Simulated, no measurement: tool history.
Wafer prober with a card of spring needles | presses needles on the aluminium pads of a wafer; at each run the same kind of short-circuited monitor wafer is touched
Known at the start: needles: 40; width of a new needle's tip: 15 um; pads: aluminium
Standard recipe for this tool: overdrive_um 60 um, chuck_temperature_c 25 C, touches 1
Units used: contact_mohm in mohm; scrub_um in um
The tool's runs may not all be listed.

run 1 hour=0 | overdrive_um=60 chuck_temperature_c=25 touches=1 | contact_mohm=206 scrub_um=15.09
-- hour=0.7 tips cleaned on abrasive film
-- hour=4.1 tips cleaned on abrasive film
run 2 hour=6.5 | overdrive_um=63 chuck_temperature_c=25 touches=1 | contact_mohm=197 scrub_um=15.96
-- hour=7.3 tips cleaned on abrasive film
-- hour=10.3 tips cleaned on abrasive film
run 3 hour=12.1 | overdrive_um=63 chuck_temperature_c=25 touches=1 | contact_mohm=188 scrub_um=15.56
-- hour=13.5 tips cleaned on abrasive film
-- hour=17 tips cleaned on abrasive film
run 4 hour=18.7 | overdrive_um=48 chuck_temperature_c=25 touches=1 | contact_mohm=208 scrub_um=11.71
-- hour=20.2 tips cleaned on abrasive film
-- hour=23.4 tips cleaned on abrasive film
run 5 hour=24.8 | overdrive_um=48 chuck_temperature_c=25 touches=1 | contact_mohm=199 scrub_um=11.71
-- hour=26.9 tips cleaned on abrasive film
-- hour=30.6 tips cleaned on abrasive film
-- hour=33.7 tips cleaned on abrasive film
run 6 hour=33.7 | overdrive_um=48 chuck_temperature_c=25 touches=1 | contact_mohm=184 scrub_um=11.59
-- hour=37 tips cleaned on abrasive film
run 7 hour=37.6 | overdrive_um=60 chuck_temperature_c=25 touches=1 | contact_mohm=184 scrub_um=14.86
-- hour=40.5 tips cleaned on abrasive film
-- hour=44 tips cleaned on abrasive film
run 8 hour=46.3 | overdrive_um=60 chuck_temperature_c=25 touches=1 | contact_mohm=204 scrub_um=14.67
-- hour=47.6 tips cleaned on abrasive film
-- hour=51 tips cleaned on abrasive film
run 9 hour=52.1 | overdrive_um=60 chuck_temperature_c=47 touches=1 | contact_mohm=192 scrub_um=14.72
-- hour=54.3 tips cleaned on abrasive film
-- hour=57.5 tips cleaned on abrasive film
-- hour=60.8 tips cleaned on abrasive film
run 10 hour=60.8 | overdrive_um=60 chuck_temperature_c=47 touches=1 | contact_mohm=174 scrub_um=14.46
-- hour=64.4 tips cleaned on abrasive film
-- hour=67.8 tips cleaned on abrasive film
run 11 hour=69.5 | overdrive_um=60 chuck_temperature_c=47 touches=1 | contact_mohm=203 scrub_um=14.46
-- hour=71.5 tips cleaned on abrasive film
-- hour=74.7 tips cleaned on abrasive film
run 12 hour=76.8 | overdrive_um=60 chuck_temperature_c=47 touches=1 | contact_mohm=205 scrub_um=14.58
-- hour=78 tips cleaned on abrasive film
-- hour=81 tips cleaned on abrasive film
run 13 hour=83.8 | overdrive_um=41 chuck_temperature_c=25 touches=1 | contact_mohm=272 scrub_um=9.41
-- hour=84.5 tips cleaned on abrasive film
-- hour=87.9 tips cleaned on abrasive film
-- hour=91 tips cleaned on abrasive film
run 14 hour=91 | overdrive_um=60 chuck_temperature_c=25 touches=1 | contact_mohm=171 scrub_um=14.16
-- hour=94.2 tips cleaned on abrasive film
run 15 hour=95.8 | overdrive_um=60 chuck_temperature_c=52 touches=1 | contact_mohm=204 scrub_um=14.21
-- hour=97.7 tips cleaned on abrasive film
-- hour=101.3 tips cleaned on abrasive film
-- hour=104.5 tips cleaned on abrasive film
run 16 hour=105.1 | overdrive_um=60 chuck_temperature_c=52 touches=1 | contact_mohm=189 scrub_um=14.19
-- hour=107.8 tips cleaned on abrasive film
-- hour=111 tips cleaned on abrasive film
run 17 hour=111.2 | overdrive_um=60 chuck_temperature_c=52 touches=1 | contact_mohm=184 scrub_um=13.92
-- hour=114.1 tips cleaned on abrasive film
-- hour=117.2 tips cleaned on abrasive film
run 18 hour=118.5 | overdrive_um=60 chuck_temperature_c=52 touches=1 | contact_mohm=198 scrub_um=13.91
-- hour=120.6 tips cleaned on abrasive film
-- hour=123.8 tips cleaned on abrasive film
-- hour=126.9 tips cleaned on abrasive film
run 19 hour=127.8 | overdrive_um=44 chuck_temperature_c=37 touches=2 | contact_mohm=207 scrub_um=9.91
-- hour=130.1 tips cleaned on abrasive film
-- hour=133.2 tips cleaned on abrasive film
run 20 hour=133.6 | overdrive_um=44 chuck_temperature_c=37 touches=2 | contact_mohm=200 scrub_um=9.74
-- hour=136.6 tips cleaned on abrasive film
-- hour=140 tips cleaned on abrasive film
run 21 hour=142.4 | overdrive_um=62 chuck_temperature_c=50 touches=1 | contact_mohm=215 scrub_um=14.23
-- hour=143.3 tips cleaned on abrasive film
-- hour=146.9 tips cleaned on abrasive film
-- hour=150.2 tips cleaned on abrasive film
run 22 hour=151.9 | overdrive_um=62 chuck_temperature_c=50 touches=1 | contact_mohm=206 scrub_um=14.11
-- hour=153.8 tips cleaned on abrasive film
-- hour=157.1 tips cleaned on abrasive film
-- hour=160.7 tips cleaned on abrasive film
run 23 hour=160.8 | overdrive_um=53 chuck_temperature_c=93 touches=2 | contact_mohm=198 scrub_um=11.71
-- hour=163.8 tips cleaned on abrasive film
-- hour=166.9 tips cleaned on abrasive film
run 24 hour=169.4 | overdrive_um=62 chuck_temperature_c=33 touches=1 | contact_mohm=220 scrub_um=14.14
-- hour=170.1 tips cleaned on abrasive film
-- hour=173.4 tips cleaned on abrasive film
run 25 hour=176 | overdrive_um=46 chuck_temperature_c=92 touches=2 | contact_mohm=245 scrub_um=9.99
-- hour=176.5 tips cleaned on abrasive film
-- hour=179.7 tips cleaned on abrasive film
run 26 hour=180.1 | overdrive_um=60 chuck_temperature_c=92 touches=2 | contact_mohm=198 scrub_um=13.47
-- hour=183.1 tips cleaned on abrasive film
-- hour=186.4 tips cleaned on abrasive film
run 27 hour=187.8 | overdrive_um=60 chuck_temperature_c=92 touches=2 | contact_mohm=205 scrub_um=13.29
-- hour=189.7 tips cleaned on abrasive film
run 28 hour=192.2 | overdrive_um=69 chuck_temperature_c=25 touches=2 | contact_mohm=192 scrub_um=15.46
-- hour=193 tips cleaned on abrasive film
-- hour=196.3 tips cleaned on abrasive film
-- hour=199.4 tips cleaned on abrasive film
run 29 hour=199.5 | overdrive_um=62 chuck_temperature_c=32 touches=1 | contact_mohm=180 scrub_um=13.6

Predict each of these 3 candidate next runs independently; none follows another, all start after run 29:
-- hour=203.1 tips cleaned on abrasive film
-- hour=206.4 tips cleaned on abrasive film
run A hour=206.9 | overdrive_um=40 chuck_temperature_c=107 touches=3 | contact_mohm=? scrub_um=?
-- hour=203.1 tips cleaned on abrasive film
-- hour=206.4 tips cleaned on abrasive film
run B hour=206.9 | overdrive_um=60 chuck_temperature_c=67 touches=2 | contact_mohm=? scrub_um=?
-- hour=203.1 tips cleaned on abrasive film
-- hour=206.4 tips cleaned on abrasive film
run C hour=206.9 | overdrive_um=62 chuck_temperature_c=57 touches=2 | contact_mohm=? scrub_um=?

run=A contact_mohm=216 scrub_um=8.22
run=B contact_mohm=192 scrub_um=13.39
run=C contact_mohm=189 scrub_um=13.49
With the hidden condition removed and each run's random variation left untouched, the same runs would have given:
run=A contact_mohm=190 scrub_um=10.16
run=B contact_mohm=177 scrub_um=15.36
run=C contact_mohm=175 scrub_um=15.43

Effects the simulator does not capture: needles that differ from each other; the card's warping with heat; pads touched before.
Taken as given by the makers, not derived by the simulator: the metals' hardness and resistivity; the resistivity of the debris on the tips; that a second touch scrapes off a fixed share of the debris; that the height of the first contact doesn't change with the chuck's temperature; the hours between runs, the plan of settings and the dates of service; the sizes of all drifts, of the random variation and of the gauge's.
